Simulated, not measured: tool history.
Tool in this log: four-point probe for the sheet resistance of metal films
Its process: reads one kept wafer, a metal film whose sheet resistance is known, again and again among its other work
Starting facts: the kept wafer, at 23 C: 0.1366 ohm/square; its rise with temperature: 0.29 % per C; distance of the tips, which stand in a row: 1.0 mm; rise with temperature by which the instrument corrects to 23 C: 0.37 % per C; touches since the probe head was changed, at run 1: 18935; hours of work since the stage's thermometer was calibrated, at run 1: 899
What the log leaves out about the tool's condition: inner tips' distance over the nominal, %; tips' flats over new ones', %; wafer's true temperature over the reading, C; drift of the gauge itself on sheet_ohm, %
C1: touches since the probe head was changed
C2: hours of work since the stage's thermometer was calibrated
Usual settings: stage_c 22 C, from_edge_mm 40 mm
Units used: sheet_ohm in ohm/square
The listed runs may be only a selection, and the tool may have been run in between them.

{"run": 1, "hour": 0.0, "stage_c": 22, "from_edge_mm": 40, "C1": 18935, "C2": 899, "sheet_ohm": 0.137249}
{"run": 2, "hour": 16.0, "stage_c": 22, "from_edge_mm": 40, "C1": 19871, "C2": 910, "sheet_ohm": 0.137244}
{"run": 3, "hour": 33.1, "stage_c": 22, "from_edge_mm": 40, "C1": 20873, "C2": 922, "sheet_ohm": 0.137206}
{"run": 4, "hour": 49.5, "stage_c": 22, "from_edge_mm": 4, "C1": 21833, "C2": 933, "sheet_ohm": 0.141708}
{"run": 5, "hour": 61.1, "stage_c": 22, "from_edge_mm": 4, "C1": 22510, "C2": 941, "sheet_ohm": 0.141681}
{"run": 6, "hour": 70.6, "stage_c": 22, "from_edge_mm": 4, "C1": 23070, "C2": 947, "sheet_ohm": 0.141647}
{"run": 7, "hour": 79.0, "stage_c": 22, "from_edge_mm": 40, "C1": 23562, "C2": 953, "sheet_ohm": 0.137174}
{"run": 8, "hour": 95.8, "stage_c": 31, "from_edge_mm": 40, "C1": 24545, "C2": 964, "sheet_ohm": 0.136294}
{"run": 9, "hour": 105.6, "stage_c": 31, "from_edge_mm": 40, "C1": 25120, "C2": 971, "sheet_ohm": 0.136272}
{"run": 10, "hour": 113.6, "stage_c": 31, "from_edge_mm": 40, "C1": 25588, "C2": 976, "sheet_ohm": 0.136256}
{"run": 11, "hour": 129.2, "stage_c": 22, "from_edge_mm": 40, "C1": 26503, "C2": 987, "sheet_ohm": 0.137291}
{"run": 12, "hour": 137.9, "stage_c": 22, "from_edge_mm": 40, "C1": 27007, "C2": 993, "sheet_ohm": 0.137237}
{"run": 13, "hour": 150.9, "stage_c": 22, "from_edge_mm": 40, "C1": 27769, "C2": 1002, "sheet_ohm": 0.137216}
{"run": 14, "hour": 162.8, "stage_c": 23, "from_edge_mm": 30, "C1": 28468, "C2": 1010, "sheet_ohm": 0.137158}
{"run": 15, "hour": 175.6, "stage_c": 28, "from_edge_mm": 55, "C1": 29216, "C2": 1018, "sheet_ohm": 0.136538}
{"run": 16, "hour": 193.5, "stage_c": 29, "from_edge_mm": 38, "C1": 30266, "C2": 1031, "sheet_ohm": 0.136403}
{"run": 17, "hour": 203.6, "stage_c": 22, "from_edge_mm": 16, "C1": 30856, "C2": 1037, "sheet_ohm": 0.137431}
{"run": 18, "hour": 221.4, "stage_c": 31, "from_edge_mm": 8, "C1": 31900, "C2": 1050, "sheet_ohm": 0.137297}
{"run": 19, "hour": 234.5, "stage_c": 31, "from_edge_mm": 8, "C1": 32665, "C2": 1058, "sheet_ohm": 0.137299}
{"run": 20, "hour": 250.9, "stage_c": 31, "from_edge_mm": 65, "C1": 33626, "C2": 1070, "sheet_ohm": 0.136216}
{"run": 21, "hour": 266.2, "stage_c": 19, "from_edge_mm": 72, "C1": 34521, "C2": 1080, "sheet_ohm": 0.137462}
{"run": 22, "hour": 277.3, "stage_c": 28, "from_edge_mm": 37, "C1": 35174, "C2": 1087, "sheet_ohm": 0.136549}
{"run": 23, "hour": 294.1, "stage_c": 19, "from_edge_mm": 33, "C1": 36155, "C2": 1099, "sheet_ohm": 0.137542}
{"run": 24, "hour": 303.5, "stage_c": 19, "from_edge_mm": 33, "C1": 36705, "C2": 1105, "sheet_ohm": 0.137584}
{"run": 25, "hour": 314.9, "stage_c": 28, "from_edge_mm": 40, "C1": 37377, "C2": 1113, "sheet_ohm": 0.136567}

Below are 4 alternative next runs, each starting from the tool's condition after run 25. Predict each:
{"run": "A", "hour": 330.2, "stage_c": 23, "from_edge_mm": 40, "C1": 38272, "C2": 1123, "sheet_ohm": "?"}
{"run": "B", "hour": 330.2, "stage_c": 25, "from_edge_mm": 40, "C1": 38272, "C2": 1123, "sheet_ohm": "?"}
{"run": "C", "hour": 330.2, "stage_c": 22, "from_edge_mm": 22, "C1": 38272, "C2": 1123, "sheet_ohm": "?"}
{"run": "D", "hour": 330.2, "stage_c": 22, "from_edge_mm": 7, "C1": 38272, "C2": 1123, "sheet_ohm": "?"}

run=A sheet_ohm=0.137
run=B sheet_ohm=0.136807
run=C sheet_ohm=0.137287
run=D sheet_ohm=0.138664
Stripped of hidden state, with their random variation kept, the same runs would have yielded:
run=A sheet_ohm=0.136595
run=B sheet_ohm=0.136402
run=C sheet_ohm=0.136881
run=D sheet_ohm=0.138255
